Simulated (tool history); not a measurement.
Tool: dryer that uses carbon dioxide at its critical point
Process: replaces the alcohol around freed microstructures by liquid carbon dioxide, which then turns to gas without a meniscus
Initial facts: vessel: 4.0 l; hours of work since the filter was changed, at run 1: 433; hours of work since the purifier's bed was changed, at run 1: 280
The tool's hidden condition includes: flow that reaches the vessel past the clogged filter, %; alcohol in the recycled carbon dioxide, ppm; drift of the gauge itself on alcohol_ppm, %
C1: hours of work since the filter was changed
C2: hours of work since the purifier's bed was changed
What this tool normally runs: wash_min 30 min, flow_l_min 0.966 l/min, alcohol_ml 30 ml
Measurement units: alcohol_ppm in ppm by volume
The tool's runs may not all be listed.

run 1 hour=0.0 | wash_min=30 flow_l_min=0.966 alcohol_ml=30 | C1=433 C2=280 | alcohol_ppm=80
run 2 hour=24.3 | wash_min=30 flow_l_min=0.966 alcohol_ml=30 | C1=445 C2=292 | alcohol_ppm=83
run 3 hour=68.5 | wash_min=30 flow_l_min=0.966 alcohol_ml=43 | C1=467 C2=314 | alcohol_ppm=113
run 4 hour=97.4 | wash_min=30 flow_l_min=0.966 alcohol_ml=30 | C1=482 C2=329 | alcohol_ppm=100
run 5 hour=131.7 | wash_min=30 flow_l_min=0.966 alcohol_ml=30 | C1=499 C2=346 | alcohol_ppm=101
run 6 hour=162.9 | wash_min=30 flow_l_min=0.966 alcohol_ml=30 | C1=515 C2=362 | alcohol_ppm=103
run 7 hour=204.1 | wash_min=30 flow_l_min=0.966 alcohol_ml=30 | C1=535 C2=383 | alcohol_ppm=101
run 8 hour=227.5 | wash_min=30 flow_l_min=0.966 alcohol_ml=30 | C1=547 C2=394 | alcohol_ppm=106
run 9 hour=262.1 | wash_min=30 flow_l_min=0.966 alcohol_ml=30 | C1=564 C2=412 | alcohol_ppm=108
run 10 hour=292.5 | wash_min=30 flow_l_min=0.966 alcohol_ml=30 | C1=580 C2=427 | alcohol_ppm=106
-- hour=297.1 inlet filter changed
run 11 hour=317.7 | wash_min=30 flow_l_min=0.966 alcohol_ml=30 | C1=10 C2=439 | alcohol_ppm=113
run 12 hour=336.7 | wash_min=33 flow_l_min=0.775 alcohol_ml=107 | C1=20 C2=449 | alcohol_ppm=260
run 13 hour=369.3 | wash_min=42 flow_l_min=0.698 alcohol_ml=39 | C1=36 C2=465 | alcohol_ppm=121
run 14 hour=390.9 | wash_min=42 flow_l_min=0.794 alcohol_ml=39 | C1=47 C2=476 | alcohol_ppm=111
run 15 hour=419.9 | wash_min=42 flow_l_min=0.794 alcohol_ml=39 | C1=62 C2=491 | alcohol_ppm=118
run 16 hour=464.4 | wash_min=42 flow_l_min=0.794 alcohol_ml=39 | C1=84 C2=513 | alcohol_ppm=115
run 17 hour=497.5 | wash_min=42 flow_l_min=0.794 alcohol_ml=32 | C1=101 C2=530 | alcohol_ppm=115
run 18 hour=531.1 | wash_min=24 flow_l_min=1.204 alcohol_ml=21 | C1=118 C2=546 | alcohol_ppm=124
run 19 hour=563.1 | wash_min=24 flow_l_min=1.204 alcohol_ml=21 | C1=134 C2=562 | alcohol_ppm=123
run 20 hour=607.3 | wash_min=24 flow_l_min=1.204 alcohol_ml=21 | C1=156 C2=585 | alcohol_ppm=121
run 21 hour=626.0 | wash_min=42 flow_l_min=0.614 alcohol_ml=102 | C1=165 C2=594 | alcohol_ppm=311

Forecast each of these 4 alternatives for the next run:
run A hour=664.9 | wash_min=39 flow_l_min=1.515 alcohol_ml=70 | C1=185 C2=614 | alcohol_ppm=?
run B hour=664.9 | wash_min=28 flow_l_min=0.966 alcohol_ml=30 | C1=185 C2=614 | alcohol_ppm=?
run C hour=664.9 | wash_min=30 flow_l_min=0.813 alcohol_ml=30 | C1=185 C2=614 | alcohol_ppm=?
run D hour=664.9 | wash_min=28 flow_l_min=0.702 alcohol_ml=100 | C1=185 C2=614 | alcohol_ppm=?

run=A alcohol_ppm=122
run=B alcohol_ppm=156
run=C alcohol_ppm=181
run=D alcohol_ppm=693
With no hidden state in the tool, these same runs would have given:
run=A alcohol_ppm=11
run=B alcohol_ppm=38
run=C alcohol_ppm=63
run=D alcohol_ppm=526
